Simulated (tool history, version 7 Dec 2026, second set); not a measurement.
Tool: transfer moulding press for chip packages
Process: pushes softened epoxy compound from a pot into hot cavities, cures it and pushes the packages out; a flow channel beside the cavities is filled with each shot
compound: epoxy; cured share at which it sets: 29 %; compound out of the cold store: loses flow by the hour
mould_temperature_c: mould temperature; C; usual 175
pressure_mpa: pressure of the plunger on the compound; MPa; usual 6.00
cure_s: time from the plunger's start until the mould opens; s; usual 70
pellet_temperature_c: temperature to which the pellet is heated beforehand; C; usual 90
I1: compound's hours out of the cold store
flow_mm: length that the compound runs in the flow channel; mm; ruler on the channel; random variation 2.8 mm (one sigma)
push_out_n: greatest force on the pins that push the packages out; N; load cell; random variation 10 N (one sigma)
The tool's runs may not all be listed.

Run 1, hour 0.0: usual settings; I1 24.8. Result: flow_mm 720 mm, push_out_n 853 N.
Run 2, hour 14.5: usual settings; I1 36.0. Result: flow_mm 668 mm, push_out_n 839 N.
Run 3, hour 30.3: usual settings; I1 32.3. Result: flow_mm 677 mm, push_out_n 895 N.
At hour 42.0: cavities cleaned with cleaning compound and waxed.
Run 4, hour 43.4: usual settings; I1 25.1. Result: flow_mm 714 mm, push_out_n 518 N.
Run 5, hour 53.8: usual settings; I1 42.0. Result: flow_mm 642 mm, push_out_n 597 N.
Run 6, hour 64.3: usual settings but pressure_mpa 5.60 MPa; I1 19.1. Result: flow_mm 716 mm, push_out_n 771 N.
Run 7, hour 74.3: usual settings but pressure_mpa 5.60 MPa; I1 23.1. Result: flow_mm 697 mm, push_out_n 847 N.
Run 8, hour 90.5: usual settings but pressure_mpa 5.60 MPa; I1 26.8. Result: flow_mm 678 mm, push_out_n 896 N.
Run 9, hour 105.7: usual settings but pressure_mpa 5.60 MPa; I1 29.4. Result: flow_mm 661 mm, push_out_n 894 N.
Run 10, hour 116.3: usual settings but pressure_mpa 5.60 MPa; I1 14.1. Result: flow_mm 736 mm, push_out_n 984 N.
At hour 130.4: cavities cleaned with cleaning compound and waxed.
Run 11, hour 133.7: usual settings; I1 38.4. Result: flow_mm 640 mm, push_out_n 561 N.
Run 12, hour 149.0: usual settings but pellet_temperature_c 98 C; I1 21.3. Result: flow_mm 712 mm, push_out_n 706 N.
Run 13, hour 156.2: usual settings but pellet_temperature_c 98 C; I1 23.0. Result: flow_mm 706 mm, push_out_n 763 N.
Run 14, hour 166.6: usual settings but mould_temperature_c 182 C, cure_s 107 s; I1 15.1. Result: flow_mm 729 mm, push_out_n 526 N.
At hour 176.2: plunger's sealing rings changed.
Run 15, hour 182.8: usual settings but pressure_mpa 6.66 MPa, pellet_temperature_c 91 C; I1 12.1. Result: flow_mm 839 mm, push_out_n 937 N.
Run 16, hour 198.1: usual settings but mould_temperature_c 174 C, cure_s 89 s; I1 35.3. Result: flow_mm 683 mm, push_out_n 647 N.
Run 17, hour 205.0: usual settings but cure_s 100 s; I1 15.0. Result: flow_mm 777 mm, push_out_n 640 N.
At hour 220.0: cavities cleaned with cleaning compound and waxed.
Run 18, hour 221.6: usual settings but cure_s 100 s; I1 43.5. Result: flow_mm 637 mm, push_out_n 334 N.
Run 19, hour 231.3: usual settings but cure_s 58 s, pellet_temperature_c 82 C; I1 40.0. Result: flow_mm 655 mm, push_out_n 1002 N.
Run 20, hour 246.0: usual settings but cure_s 51 s, pellet_temperature_c 82 C; I1 37.8. Result: flow_mm 668 mm, push_out_n 1665 N.
Run 21, hour 257.9: usual settings but cure_s 51 s, pellet_temperature_c 82 C; I1 15.4. Result: flow_mm 767 mm, push_out_n 2105 N.
Run 22, hour 270.4: usual settings but pressure_mpa 4.70 MPa, cure_s 106 s; I1 44.7. Result: flow_mm 552 mm, push_out_n 573 N.
Run 23, hour 279.6: usual settings but pressure_mpa 4.70 MPa, cure_s 106 s, pellet_temperature_c 97 C; I1 40.7. Result: flow_mm 568 mm, push_out_n 582 N.
Run 24, hour 293.9: usual settings but pressure_mpa 4.70 MPa, cure_s 106 s, pellet_temperature_c 96 C; I1 31.6. Result: flow_mm 597 mm, push_out_n 622 N.
Run 25, hour 302.8: usual settings but pressure_mpa 4.70 MPa, cure_s 106 s, pellet_temperature_c 96 C; I1 21.0. Result: flow_mm 643 mm, push_out_n 595 N.
At hour 308.0: cavities cleaned with cleaning compound and waxed.
Run 26, hour 319.2: usual settings but pressure_mpa 4.70 MPa, cure_s 106 s, pellet_temperature_c 96 C; I1 34.0. Result: flow_mm 582 mm, push_out_n 408 N.

4 ways to go on from here, each from the tool as it stands after run 26. What would each give?
Run A, hour 331.4: usual settings but mould_temperature_c 177 C, pressure_mpa 4.70 MPa, cure_s 106 s, pellet_temperature_c 96 C; I1 25.1. Result: flow_mm ?, push_out_n ?.
Run B, hour 331.4: usual settings but mould_temperature_c 176 C, cure_s 59 s, pellet_temperature_c 92 C; I1 19.3. Result: flow_mm ?, push_out_n ?.
Run C, hour 331.4: usual settings but mould_temperature_c 172 C, pressure_mpa 4.70 MPa, cure_s 106 s, pellet_temperature_c 94 C; I1 30.6. Result: flow_mm ?, push_out_n ?.
Run D, hour 331.4: usual settings but pellet_temperature_c 94 C; I1 10.4. Result: flow_mm ?, push_out_n ?.

run  flow_mm  push_out_n
  A      615         482
  B      735        1111
  C      609         500
  D      775         788
Without the tool's hidden state the same runs would have given:
run  flow_mm  push_out_n
  A      636         310
  B      761         705
  C      630         322
  D      802         498
